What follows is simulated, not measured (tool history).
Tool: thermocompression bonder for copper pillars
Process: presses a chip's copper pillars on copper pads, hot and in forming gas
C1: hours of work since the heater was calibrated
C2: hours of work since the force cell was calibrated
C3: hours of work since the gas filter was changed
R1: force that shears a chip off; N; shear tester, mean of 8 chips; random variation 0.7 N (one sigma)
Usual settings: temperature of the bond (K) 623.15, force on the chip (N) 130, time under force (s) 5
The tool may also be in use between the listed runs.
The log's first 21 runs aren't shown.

Run 22, hour 490.0: usual settings but temperature of the bond (K) 638.15, time under force (s) 9; C1 343; C2 432; C3 120. Result: R1 61.6 N.
Run 23, hour 506.2: usual settings but temperature of the bond (K) 607.15, force on the chip (N) 100, time under force (s) 9; C1 354; C2 443; C3 131. Result: R1 40.4 N.
Run 24, hour 536.9: usual settings but temperature of the bond (K) 610.15; C1 376; C2 464; C3 152. Result: R1 38.3 N.
Run 25, hour 550.4: usual settings but temperature of the bond (K) 610.15; C1 385; C2 474; C3 161. Result: R1 38.4 N.
Run 26, hour 579.5: usual settings but temperature of the bond (K) 610.15, force on the chip (N) 95; C1 405; C2 494; C3 181. Result: R1 33.3 N.
Run 27, hour 601.5: usual settings but temperature of the bond (K) 610.15, force on the chip (N) 95, time under force (s) 14; C1 420; C2 509; C3 197. Result: R1 45.3 N.
Run 28, hour 626.7: usual settings but temperature of the bond (K) 614.15, force on the chip (N) 135, time under force (s) 4; C1 438; C2 526; C3 214. Result: R1 36.5 N.
Run 29, hour 647.3: usual settings but temperature of the bond (K) 602.15, force on the chip (N) 177, time under force (s) 4; C1 452; C2 541; C3 228. Result: R1 35.2 N.
Run 30, hour 678.8: usual settings but temperature of the bond (K) 602.15, force on the chip (N) 177, time under force (s) 4; C1 474; C2 562; C3 250. Result: R1 35.1 N.
Run 31, hour 703.1: usual settings but temperature of the bond (K) 597.15, time under force (s) 6; C1 491; C2 579; C3 267. Result: R1 31.8 N.
Run 32, hour 726.7: usual settings but temperature of the bond (K) 597.15, time under force (s) 6; C1 507; C2 596; C3 283. Result: R1 32.6 N.
Run 33, hour 746.8: usual settings but temperature of the bond (K) 597.15, time under force (s) 4; C1 521; C2 609; C3 297. Result: R1 28.0 N.
Run 34, hour 778.8: usual settings but temperature of the bond (K) 597.15, time under force (s) 4; C1 543; C2 632; C3 319. Result: R1 27.2 N.
Run 35, hour 793.8: usual settings but temperature of the bond (K) 597.15, force on the chip (N) 137, time under force (s) 4; C1 553; C2 642; C3 330. Result: R1 27.8 N.
Run 36, hour 811.8: usual settings but temperature of the bond (K) 597.15, force on the chip (N) 137, time under force (s) 4; C1 566; C2 654; C3 342. Result: R1 27.6 N.
Run 37, hour 841.7: usual settings but temperature of the bond (K) 606.15, force on the chip (N) 191, time under force (s) 6; C1 587; C2 675; C3 363. Result: R1 42.9 N.
At hour 862.0: forming gas filter changed.
Run 38, hour 869.2: usual settings but temperature of the bond (K) 606.15, force on the chip (N) 165, time under force (s) 6; C1 605; C2 694; C3 5. Result: R1 43.2 N.
Run 39, hour 899.9: usual settings but temperature of the bond (K) 649.15, force on the chip (N) 188; C1 626; C2 715; C3 26. Result: R1 63.4 N.
Run 40, hour 918.1: usual settings but temperature of the bond (K) 638.15, force on the chip (N) 188, time under force (s) 7; C1 639; C2 728; C3 39. Result: R1 62.8 N.

3 ways to go on from here, each from the tool as it stands after run 40. What would each give?
Run A, hour 941.7: usual settings but temperature of the bond (K) 638.15, force on the chip (N) 143, time under force (s) 3; C1 655; C2 744; C3 55. Result: R1 ?.
Run B, hour 941.7: usual settings but temperature of the bond (K) 640.15, force on the chip (N) 121, time under force (s) 12; C1 655; C2 744; C3 55. Result: R1 ?.
Run C, hour 941.7: usual settings but temperature of the bond (K) 597.15, force on the chip (N) 179, time under force (s) 8; C1 655; C2 744; C3 55. Result: R1 ?.

run    R1
  A  44.5
  B  63.8
  C  44.3
Without the tool's hidden state the same runs would have given:
run    R1
  A  49.2
  B  68.4
  C  49.5

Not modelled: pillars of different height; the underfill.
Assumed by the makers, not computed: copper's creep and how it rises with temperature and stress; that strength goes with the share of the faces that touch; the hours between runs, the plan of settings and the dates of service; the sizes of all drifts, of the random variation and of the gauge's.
